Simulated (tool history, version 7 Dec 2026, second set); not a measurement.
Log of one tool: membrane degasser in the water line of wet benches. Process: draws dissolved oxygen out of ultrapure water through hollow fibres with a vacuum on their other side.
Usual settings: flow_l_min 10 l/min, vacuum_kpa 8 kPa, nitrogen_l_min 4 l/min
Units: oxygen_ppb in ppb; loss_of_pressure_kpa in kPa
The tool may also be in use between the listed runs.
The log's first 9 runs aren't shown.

run 10 hour=1473 | flow_l_min=10 vacuum_kpa=8 nitrogen_l_min=4 | oxygen_ppb=127.7 loss_of_pressure_kpa=65.11
run 11 hour=1672.2 | flow_l_min=10 vacuum_kpa=16.7 nitrogen_l_min=4 | oxygen_ppb=186.2 loss_of_pressure_kpa=64.78
run 12 hour=1767.3 | flow_l_min=10 vacuum_kpa=16.7 nitrogen_l_min=4 | oxygen_ppb=186.2 loss_of_pressure_kpa=64.81
run 13 hour=1902.8 | flow_l_min=10 vacuum_kpa=8 nitrogen_l_min=4 | oxygen_ppb=131.5 loss_of_pressure_kpa=64.66
run 14 hour=2050.3 | flow_l_min=10 vacuum_kpa=8 nitrogen_l_min=4 | oxygen_ppb=134.8 loss_of_pressure_kpa=65.39
run 15 hour=2255.2 | flow_l_min=10 vacuum_kpa=8 nitrogen_l_min=4 | oxygen_ppb=132.9 loss_of_pressure_kpa=65.08
run 16 hour=2357.9 | flow_l_min=10 vacuum_kpa=8 nitrogen_l_min=4 | oxygen_ppb=132.7 loss_of_pressure_kpa=65.81
run 17 hour=2559.6 | flow_l_min=14 vacuum_kpa=15.76 nitrogen_l_min=4 | oxygen_ppb=377.8 loss_of_pressure_kpa=91.89
run 18 hour=2642.9 | flow_l_min=13 vacuum_kpa=15.23 nitrogen_l_min=4.29 | oxygen_ppb=314.2 loss_of_pressure_kpa=85.38
run 19 hour=2728.1 | flow_l_min=10 vacuum_kpa=8 nitrogen_l_min=3.65 | oxygen_ppb=140.9 loss_of_pressure_kpa=65.19
-- hour=2829.3 vacuum gauge calibrated
run 20 hour=2876 | flow_l_min=10 vacuum_kpa=8 nitrogen_l_min=3.65 | oxygen_ppb=134.4 loss_of_pressure_kpa=65.01
-- hour=2895.6 seals of the vacuum lines changed
run 21 hour=3073.6 | flow_l_min=15 vacuum_kpa=5.52 nitrogen_l_min=4.6 | oxygen_ppb=343.4 loss_of_pressure_kpa=98.06
run 22 hour=3158.3 | flow_l_min=15 vacuum_kpa=5.52 nitrogen_l_min=4.6 | oxygen_ppb=345 loss_of_pressure_kpa=98.46
run 23 hour=3274.8 | flow_l_min=10 vacuum_kpa=17.41 nitrogen_l_min=2.01 | oxygen_ppb=270.7 loss_of_pressure_kpa=66.02
run 24 hour=3449.2 | flow_l_min=10 vacuum_kpa=10.73 nitrogen_l_min=4 | oxygen_ppb=152.6 loss_of_pressure_kpa=65.83
run 25 hour=3619.4 | flow_l_min=10 vacuum_kpa=9.84 nitrogen_l_min=5.81 | oxygen_ppb=135.5 loss_of_pressure_kpa=65.94
run 26 hour=3711.8 | flow_l_min=10 vacuum_kpa=9.84 nitrogen_l_min=5.81 | oxygen_ppb=133.1 loss_of_pressure_kpa=66.02
run 27 hour=3820.6 | flow_l_min=10 vacuum_kpa=9.84 nitrogen_l_min=5.81 | oxygen_ppb=132.8 loss_of_pressure_kpa=65.73
run 28 hour=3958 | flow_l_min=10 vacuum_kpa=9.84 nitrogen_l_min=5.81 | oxygen_ppb=135.4 loss_of_pressure_kpa=65.94
run 29 hour=4041 | flow_l_min=6 vacuum_kpa=14.33 nitrogen_l_min=3.34 | oxygen_ppb=64.1 loss_of_pressure_kpa=39.76
run 30 hour=4219.9 | flow_l_min=6 vacuum_kpa=14.33 nitrogen_l_min=3.34 | oxygen_ppb=65.8 loss_of_pressure_kpa=39.58
run 31 hour=4411.7 | flow_l_min=14 vacuum_kpa=6.75 nitrogen_l_min=3.16 | oxygen_ppb=323.1 loss_of_pressure_kpa=92.85
run 32 hour=4564.5 | flow_l_min=11 vacuum_kpa=4.84 nitrogen_l_min=3.56 | oxygen_ppb=161.9 loss_of_pressure_kpa=73.07

3 ways to go on from here, each from the tool as it stands after run 32. What would each give?
run A hour=4716.9 | flow_l_min=10 vacuum_kpa=10.64 nitrogen_l_min=5.2 | oxygen_ppb=? loss_of_pressure_kpa=?
run B hour=4716.9 | flow_l_min=9 vacuum_kpa=8.31 nitrogen_l_min=5.13 | oxygen_ppb=? loss_of_pressure_kpa=?
run C hour=4716.9 | flow_l_min=11 vacuum_kpa=10.05 nitrogen_l_min=2.29 | oxygen_ppb=? loss_of_pressure_kpa=?

run=A oxygen_ppb=144.2 loss_of_pressure_kpa=66.61
run=B oxygen_ppb=98.9 loss_of_pressure_kpa=59.8
run=C oxygen_ppb=228.6 loss_of_pressure_kpa=72.9
Without the tool's hidden state the same runs would have given:
run=A oxygen_ppb=115 loss_of_pressure_kpa=62.43
run=B oxygen_ppb=76.8 loss_of_pressure_kpa=56.04
run=C oxygen_ppb=189.5 loss_of_pressure_kpa=68.33

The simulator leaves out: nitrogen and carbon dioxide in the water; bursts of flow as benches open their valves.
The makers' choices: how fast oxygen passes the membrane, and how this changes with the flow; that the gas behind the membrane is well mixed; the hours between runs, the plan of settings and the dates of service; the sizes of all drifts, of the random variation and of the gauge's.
